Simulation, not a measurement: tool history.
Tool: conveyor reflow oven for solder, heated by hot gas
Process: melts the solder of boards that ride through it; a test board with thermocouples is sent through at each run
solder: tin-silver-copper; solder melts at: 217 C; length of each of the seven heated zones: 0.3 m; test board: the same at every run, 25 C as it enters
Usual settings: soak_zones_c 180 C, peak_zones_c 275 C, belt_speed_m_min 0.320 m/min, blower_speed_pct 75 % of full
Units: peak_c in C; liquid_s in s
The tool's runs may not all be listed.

run	hour	soak_zones_c	peak_zones_c	belt_speed_m_min	blower_speed_pct	peak_c	liquid_s
1	0.0	180	275	0.320	75	263.3	98.8
# hour 28.5: flux residue cleaned out of gas plates and filters
2	32.9	180	275	0.320	75	264.1	99.0
3	57.3	180	275	0.320	75	263.6	98.3
4	83.1	180	285	0.320	75	272.5	104.4
5	116.9	180	285	0.320	75	272.1	104.2
6	164.5	180	285	0.320	75	272.5	104.5
7	196.8	180	285	0.320	75	272.2	104.2
8	233.7	165	285	0.320	75	270.7	97.0
9	279.6	180	275	0.320	54	257.0	91.8
10	301.2	180	275	0.320	54	257.9	92.0
11	329.2	180	282	0.320	75	270.1	102.9
12	370.0	180	282	0.320	58	264.2	98.4
13	404.4	191	275	0.314	52	258.5	101.6
# hour 410.6: thermocouples of zones 6 and 7 changed
14	428.3	175	282	0.320	71	268.1	99.3
15	451.2	175	282	0.320	71	267.5	99.1
16	483.7	180	275	0.295	75	265.7	109.2
17	517.3	180	267	0.311	75	257.4	96.6
18	546.1	180	267	0.294	75	258.4	103.9

5 ways to go on from here, each from the tool as it stands after run 18. What would each give?
# hour 565.1: flux residue cleaned out of gas plates and filters
A	571.2	180	275	0.343	75	?	?
# hour 565.1: flux residue cleaned out of gas plates and filters
B	571.2	190	280	0.321	75	?	?
# hour 565.1: flux residue cleaned out of gas plates and filters
C	571.2	186	275	0.320	75	?	?
# hour 565.1: flux residue cleaned out of gas plates and filters
D	571.2	178	272	0.304	75	?	?
# hour 565.1: flux residue cleaned out of gas plates and filters
E	571.2	180	267	0.294	57	?	?

run	peak_c	liquid_s
A	261.8	90.9
B	268.8	107.5
C	264.5	102.7
D	261.5	101.9
E	253.7	98.1
Without the tool's hidden state the same runs would have given:
run	peak_c	liquid_s
A	261.8	90.7
B	268.7	107.2
C	264.5	102.4
D	261.4	101.6
E	253.7	97.8
